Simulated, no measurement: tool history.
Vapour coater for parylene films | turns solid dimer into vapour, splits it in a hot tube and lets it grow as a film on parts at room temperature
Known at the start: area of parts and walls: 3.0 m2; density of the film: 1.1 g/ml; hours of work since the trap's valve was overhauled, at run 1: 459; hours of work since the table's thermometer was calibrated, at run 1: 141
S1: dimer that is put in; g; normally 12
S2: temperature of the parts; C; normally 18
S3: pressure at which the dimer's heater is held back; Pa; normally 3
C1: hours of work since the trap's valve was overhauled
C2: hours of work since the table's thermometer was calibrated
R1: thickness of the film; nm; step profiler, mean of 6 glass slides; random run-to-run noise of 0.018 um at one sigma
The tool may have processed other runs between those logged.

run   hour  S1  S2     S3   C1   C2    R1
  1      0  12  18      3  459  141  2210
  2   14.1  12  18      3  470  152  2210
  3   26.7  12  18  10.88  480  162  1780
  4   43.9  12  18  10.88  494  176  1790
  5   54.3  12  18  10.88  502  184  1770
  6   64.8  12  18  10.88  511  193  1750
  7   73.4  12  18   4.76  517  199  2030
  8     85  12  18      3  527  209  2190
  9   99.3  12  18      3  538  220  2180
 10  109.9  12  18      3  546  228  2190
 11    122  12  18   8.64  556  238  1850
 12  132.6  12  18   8.64  565  246  1840
 13  140.3  12  18   8.64  571  253  1820
 14    154  12  19  11.19  582  264  1690
     159.4  -- trap's valve overhauled
 15  165.4  12  19   4.43    5  269  1920
 16  175.6   6  17   4.43   13  277  1030
 17  191.6   7  22   2.81   26  290  1090
 18  209.2  13  11   2.92   40  304  2910
 19  219.1  13  11  11.53   47  312  2350
 20  234.7   8  29  11.53   60  325   810
       240  -- trap's valve overhauled, once more
 21  245.9  12  10    2.2    5  330  3160
 22  258.9  12  10    2.2   15  341  3190
 23  272.1  12  10    2.2   25  351  3160
 24  286.5  18  27   8.33   37  363  2220
 25  301.1  18  27   8.33   49  374  2210
 26  317.6   6  15   8.33   62  387  1080

4 options for the next run, each taken on its own from the tool as it stands now. Forecast them:
  A  330.2  12  15     3  72  397   ?
  B  330.2   6  18  5.31  72  397   ?
  C  330.2  10  22  2.95  72  397   ?
  D  330.2   8  28  5.02  72  397   ?

run    R1
  A  2540
  B  1040
  C  1680
  D  1030
What these runs would have given with no unlogged condition in the tool:
run    R1
  A  2540
  B  1050
  C  1680
  D  1030
